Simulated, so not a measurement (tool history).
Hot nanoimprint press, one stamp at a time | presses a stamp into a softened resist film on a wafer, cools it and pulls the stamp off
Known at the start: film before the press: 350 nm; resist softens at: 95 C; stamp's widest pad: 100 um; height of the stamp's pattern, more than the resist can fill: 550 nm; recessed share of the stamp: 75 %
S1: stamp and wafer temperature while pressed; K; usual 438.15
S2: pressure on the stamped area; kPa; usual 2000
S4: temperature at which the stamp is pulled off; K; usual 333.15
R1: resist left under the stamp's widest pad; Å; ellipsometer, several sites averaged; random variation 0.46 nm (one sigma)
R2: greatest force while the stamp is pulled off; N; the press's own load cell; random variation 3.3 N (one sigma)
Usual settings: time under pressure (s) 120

Run 1, hour 0: usual settings. Result: R1 1774 Å, R2 158 N.
Run 2, hour 21.2: usual settings. Result: R1 1774 Å, R2 160 N.
At hour 26.8: plate thermocouple calibrated.
Run 3, hour 42.3: usual settings but S2 2570 kPa. Result: R1 1604 Å, R2 156 N.
Run 4, hour 58.3: usual settings but S2 2570 kPa. Result: R1 1600 Å, R2 160 N.
Run 5, hour 81: usual settings. Result: R1 1783 Å, R2 160 N.
Run 6, hour 97.2: usual settings. Result: R1 1767 Å, R2 159 N.
At hour 107.8: stamp cleaned and given a new release coat.
Run 7, hour 126.3: usual settings. Result: R1 1767 Å, R2 158 N.
Run 8, hour 148.1: usual settings. Result: R1 1766 Å, R2 159 N.
Run 9, hour 171.4: usual settings. Result: R1 1766 Å, R2 159 N.
Run 10, hour 198.5: usual settings but S1 449.15 K. Result: R1 967 Å, R2 153 N.
Run 11, hour 210.2: usual settings. Result: R1 1768 Å, R2 152 N.
Run 12, hour 226.5: usual settings. Result: R1 1775 Å, R2 158 N.
Run 13, hour 238.4: usual settings. Result: R1 1763 Å, R2 160 N.
Run 14, hour 263.8: usual settings. Result: R1 1761 Å, R2 160 N.
Run 15, hour 278.2: usual settings. Result: R1 1766 Å, R2 165 N.
Run 16, hour 302.6: usual settings. Result: R1 1759 Å, R2 158 N.
Run 17, hour 313.6: usual settings but S2 2910 kPa, S4 339.15 K. Result: R1 1502 Å, R2 151 N.
Run 18, hour 329.3: usual settings but S2 1420 kPa, time under pressure (s) 125, S4 320.15 K. Result: R1 1979 Å, R2 185 N.
Run 19, hour 351.3: usual settings but S2 1550 kPa, S4 319.15 K. Result: R1 1940 Å, R2 175 N.
Run 20, hour 364.5: usual settings but S2 1550 kPa, S4 319.15 K. Result: R1 1931 Å, R2 184 N.
Run 21, hour 385.7: usual settings but S2 1740 kPa, S4 331.15 K. Result: R1 1861 Å, R2 160 N.
Run 22, hour 408.1: usual settings but S2 1740 kPa, S4 331.15 K. Result: R1 1854 Å, R2 168 N.
Run 23, hour 432.9: usual settings but S1 437.15 K, S2 1740 kPa, S4 328.15 K. Result: R1 1950 Å, R2 168 N.
At hour 455: press's hydraulic seals changed and the load cell set to zero.
Run 24, hour 457.5: usual settings but S1 437.15 K, S2 1470 kPa, time under pressure (s) 177, S4 321.15 K. Result: R1 1816 Å, R2 181 N.
At hour 477.7: stamp cleaned and given a new release coat.
Run 25, hour 479.1: usual settings but S1 429.15 K, time under pressure (s) 71, S4 328.15 K. Result: R1 2869 Å, R2 168 N.
Run 26, hour 490.1: usual settings but S1 429.15 K, time under pressure (s) 71, S4 327.15 K. Result: R1 2869 Å, R2 166 N.
Run 27, hour 513.8: usual settings but S1 429.15 K, time under pressure (s) 71, S4 327.15 K. Result: R1 2871 Å, R2 161 N.
Run 28, hour 538.7: usual settings but S1 430.15 K, S2 3150 kPa, time under pressure (s) 104, S4 325.15 K. Result: R1 2299 Å, R2 170 N.
Run 29, hour 564.3: usual settings but S1 430.15 K, S2 3150 kPa, time under pressure (s) 104, S4 325.15 K. Result: R1 2302 Å, R2 167 N.

Forecast each of these 5 alternatives for the next run:
Run A, hour 578.1: usual settings but S1 433.15 K, S2 3150 kPa, time under pressure (s) 104, S4 324.15 K. Result: R1 ?, R2 ?.
Run B, hour 578.1: usual settings but S1 429.15 K, S2 1540 kPa. Result: R1 ?, R2 ?.
Run C, hour 578.1: usual settings but S1 430.15 K, S2 1330 kPa, time under pressure (s) 104, S4 325.15 K. Result: R1 ?, R2 ?.
Run D, hour 578.1: usual settings but S1 449.15 K, S2 1440 kPa, time under pressure (s) 104, S4 325.15 K. Result: R1 ?, R2 ?.
Run E, hour 578.1: usual settings but S1 428.15 K, S2 1480 kPa, time under pressure (s) 194. Result: R1 ?, R2 ?.

run    R1   R2
  A  1988  173
  B  2765  159
  C  2814  166
  D  1196  163
  E  2615  162
Without the tool's hidden state the same runs would have given:
run    R1   R2
  A  2023  172
  B  2812  158
  C  2861  165
  D  1217  162
  E  2660  161
